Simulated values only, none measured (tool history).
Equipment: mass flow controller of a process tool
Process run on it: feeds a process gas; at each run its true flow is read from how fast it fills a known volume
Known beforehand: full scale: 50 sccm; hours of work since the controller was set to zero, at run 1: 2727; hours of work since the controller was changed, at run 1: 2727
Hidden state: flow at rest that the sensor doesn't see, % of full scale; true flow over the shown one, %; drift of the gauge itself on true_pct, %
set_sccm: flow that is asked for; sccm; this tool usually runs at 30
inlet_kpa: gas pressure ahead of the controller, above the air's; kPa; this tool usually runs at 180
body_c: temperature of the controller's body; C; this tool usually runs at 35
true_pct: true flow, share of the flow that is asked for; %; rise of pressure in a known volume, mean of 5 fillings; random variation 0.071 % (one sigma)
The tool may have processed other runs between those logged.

run    hour  set_sccm  inlet_kpa  body_c  hours of work since the controller was set to zero  hours of work since the controller was changed  true_pct
  1     0.0        30        180      35                                                2727                                            2727     96.78
  2   190.0        30        180      35                                                2796                                            2796     96.69
  3   478.5        24        180      35                                                2900                                            2900     96.15
  4   697.4        24        180      24                                                2979                                            2979     95.13
  5  1109.6        30        180      29                                                3128                                            3128     96.06
  6  1506.5        30        180      29                                                3272                                            3272     95.99
  7  1706.6        30        180      29                                                3344                                            3344     95.84
  8  2030.7        30        180      29                                                3462                                            3462     95.69
  9  2217.7        30        180      35                                                3529                                            3529     95.99
 10  2638.6        30        180      22                                                3682                                            3682     94.92
 11  2857.3        30        180      22                                                3761                                            3761     94.81
 12  3196.2        30        180      35                                                3883                                            3883     95.78
 13  3430.4        30        180      35                                                3968                                            3968     95.74
 14  3834.6        45        180      35                                                4114                                            4114     96.85
 15  4248.2        45        180      35                                                4264                                            4264     96.67
 16  4676.5        15        180      21                                                4419                                            4419     91.99
 17  4965.5        39        180      35                                                4524                                            4524     96.03
 18  5345.3        20        202      23                                                4661                                            4661     92.76
 19  5715.1         5        180      36                                                4795                                            4795     87.26
 20  6118.7        30        196      35                                                4941                                            4941     94.58
 21  6373.1        30        196      35                                                5033                                            5033     94.50
 22  6736.8        30        159      31                                                5165                                            5165     94.35
 23  6918.0        30        159      31                                                5230                                            5230     94.17
 24  7321.0         9        141      33                                                5376                                            5376     89.74
 25  7541.6         9        141      33                                                5456                                            5456     89.65

What if the next run were any one of these 4? Each begins from the tool's condition after run 25:
  A  7926.0        41        173      24                                                5595                                            5595         ?
  B  7926.0         5        246      35                                                5595                                            5595         ?
  C  7926.0        30        159      35                                                5595                                            5595         ?
  D  7926.0        30        149      35                                                5595                                            5595         ?

run  true_pct
  A     94.34
  B     85.34
  C     94.15
  D     94.22
Stripped of hidden state, with their random variation kept, the same runs would have yielded:
run  true_pct
  A     99.36
  B     97.52
  C     99.54
  D     99.61

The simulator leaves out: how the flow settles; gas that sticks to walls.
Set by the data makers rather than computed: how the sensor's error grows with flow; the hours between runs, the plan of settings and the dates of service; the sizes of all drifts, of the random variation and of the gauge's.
